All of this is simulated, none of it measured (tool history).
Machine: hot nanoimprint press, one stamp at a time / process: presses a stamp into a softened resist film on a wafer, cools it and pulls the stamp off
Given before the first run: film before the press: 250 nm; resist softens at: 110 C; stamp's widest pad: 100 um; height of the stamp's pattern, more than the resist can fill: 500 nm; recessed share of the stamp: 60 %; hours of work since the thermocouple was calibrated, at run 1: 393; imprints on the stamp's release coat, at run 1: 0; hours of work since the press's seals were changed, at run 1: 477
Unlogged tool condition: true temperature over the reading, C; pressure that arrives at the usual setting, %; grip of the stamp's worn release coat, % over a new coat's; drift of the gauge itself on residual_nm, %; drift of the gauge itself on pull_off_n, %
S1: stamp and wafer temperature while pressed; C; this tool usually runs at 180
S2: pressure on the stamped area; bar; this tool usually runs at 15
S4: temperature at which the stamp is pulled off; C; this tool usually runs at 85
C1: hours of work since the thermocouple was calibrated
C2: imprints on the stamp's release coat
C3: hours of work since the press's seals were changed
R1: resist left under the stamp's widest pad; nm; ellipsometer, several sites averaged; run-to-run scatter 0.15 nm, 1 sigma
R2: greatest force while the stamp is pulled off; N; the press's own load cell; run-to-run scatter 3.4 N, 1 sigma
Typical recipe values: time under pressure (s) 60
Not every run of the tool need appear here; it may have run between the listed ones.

Run 1, hour 0: usual settings; C1 393; C2 0; C3 477. Result: R1 92.8 nm, R2 160 N.
Run 2, hour 13: usual settings; C1 402; C2 49; C3 486. Result: R1 92.7 nm, R2 162 N.
Run 3, hour 38.3: usual settings; C1 420; C2 144; C3 504. Result: R1 92.5 nm, R2 169 N.
Run 4, hour 62.8: usual settings; C1 437; C2 236; C3 522. Result: R1 92.5 nm, R2 166 N.
Run 5, hour 82.9: usual settings; C1 452; C2 312; C3 536. Result: R1 92.4 nm, R2 171 N.
Run 6, hour 105.2: usual settings; C1 468; C2 396; C3 552. Result: R1 92.2 nm, R2 170 N.
Run 7, hour 132.8: usual settings; C1 487; C2 499; C3 571. Result: R1 92.4 nm, R2 177 N.
Run 8, hour 161.1: usual settings but time under pressure (s) 32; C1 507; C2 606; C3 591. Result: R1 117.1 nm, R2 185 N.
Run 9, hour 185.8: usual settings but time under pressure (s) 32; C1 525; C2 699; C3 609. Result: R1 117.1 nm, R2 187 N.
Run 10, hour 217.8: usual settings but time under pressure (s) 42; C1 547; C2 819; C3 632. Result: R1 105.5 nm, R2 193 N.
Run 11, hour 245.8: usual settings but S4 88 C; C1 567; C2 924; C3 651. Result: R1 92.1 nm, R2 192 N.
Run 12, hour 263.4: usual settings; C1 580; C2 991; C3 664. Result: R1 91.8 nm, R2 201 N.
Run 13, hour 277.9: usual settings; C1 590; C2 1045; C3 674. Result: R1 91.7 nm, R2 204 N.
At hour 294.6: plate thermocouple calibrated.
Run 14, hour 306.7: usual settings; C1 9; C2 1142; C3 693. Result: R1 95.3 nm, R2 210 N.
Run 15, hour 321.8: usual settings; C1 19; C2 1199; C3 703. Result: R1 95.2 nm, R2 217 N.
Run 16, hour 343.7: usual settings but S2 22.3 bar; C1 35; C2 1281; C3 719. Result: R1 78.4 nm, R2 214 N.
Run 17, hour 360.1: usual settings but S1 188 C, S2 22.3 bar, S4 70 C; C1 46; C2 1343; C3 730. Result: R1 58.8 nm, R2 258 N.
Run 18, hour 382.5: usual settings but S2 15.6 bar, time under pressure (s) 38; C1 62; C2 1427; C3 746. Result: R1 111.1 nm, R2 221 N.
Run 19, hour 399.8: usual settings but S2 15.6 bar, time under pressure (s) 38; C1 75; C2 1492; C3 759. Result: R1 111.1 nm, R2 225 N.
Run 20, hour 431.7: usual settings but S2 15.6 bar, time under pressure (s) 38; C1 97; C2 1612; C3 781. Result: R1 110.9 nm, R2 224 N.
At hour 448.6: stamp cleaned and given a new release coat.
Run 21, hour 455: usual settings but S1 183 C, S2 15.6 bar, time under pressure (s) 115; C1 110; C2 24; C3 793. Result: R1 63.5 nm, R2 165 N.
Run 22, hour 471.7: usual settings but S1 183 C, S2 15.6 bar, time under pressure (s) 115; C1 121; C2 86; C3 805. Result: R1 63.9 nm, R2 158 N.
Run 23, hour 488.2: usual settings but S1 187 C, S2 9.8 bar, time under pressure (s) 115, S4 81 C; C1 133; C2 148; C3 817. Result: R1 70.7 nm, R2 180 N.
Run 24, hour 514.4: usual settings but S1 187 C, S2 9.8 bar, time under pressure (s) 115, S4 81 C; C1 152; C2 247; C3 836. Result: R1 70.4 nm, R2 173 N.
Run 25, hour 544.1: usual settings but S1 186 C, S2 20.8 bar, time under pressure (s) 105, S4 89 C; C1 173; C2 359; C3 857. Result: R1 51 nm, R2 162 N.
Run 26, hour 564: usual settings but S1 186 C, S2 20.8 bar, time under pressure (s) 105, S4 89 C; C1 187; C2 433; C3 871. Result: R1 51.2 nm, R2 167 N.
Run 27, hour 584.9: usual settings but S1 178 C, S2 10.5 bar, time under pressure (s) 105, S4 89 C; C1 202; C2 512; C3 886. Result: R1 96.9 nm, R2 173 N.
Run 28, hour 602.9: usual settings but S1 178 C, S2 10.5 bar, time under pressure (s) 105, S4 89 C; C1 214; C2 580; C3 898. Result: R1 96.3 nm, R2 173 N.
Run 29, hour 619.3: usual settings but time under pressure (s) 53, S4 90 C; C1 226; C2 641; C3 910. Result: R1 99 nm, R2 180 N.
Run 30, hour 639.2: usual settings but S1 182 C, time under pressure (s) 53, S4 90 C; C1 240; C2 716; C3 924. Result: R1 91.9 nm, R2 180 N.

Branching from run 30: 3 alternative next runs. What would each branch give?
Run A, hour 663.9: usual settings but S1 184 C, time under pressure (s) 51, S4 81 C; C1 258; C2 809; C3 942. Result: R1 ?, R2 ?.
Run B, hour 663.9: usual settings but S1 182 C, S2 14.7 bar, time under pressure (s) 53, S4 90 C; C1 258; C2 809; C3 942. Result: R1 ?, R2 ?.
Run C, hour 663.9: usual settings but S2 9 bar, time under pressure (s) 76; C1 258; C2 809; C3 942. Result: R1 ?, R2 ?.

run     R1   R2
  A   87.5  219
  B   93.3  182
  C  109.3  200
With the hidden condition removed and each run's random variation left untouched, the same runs would have given:
run     R1   R2
  A   87.5  183
  B   93.3  152
  C  109.7  167

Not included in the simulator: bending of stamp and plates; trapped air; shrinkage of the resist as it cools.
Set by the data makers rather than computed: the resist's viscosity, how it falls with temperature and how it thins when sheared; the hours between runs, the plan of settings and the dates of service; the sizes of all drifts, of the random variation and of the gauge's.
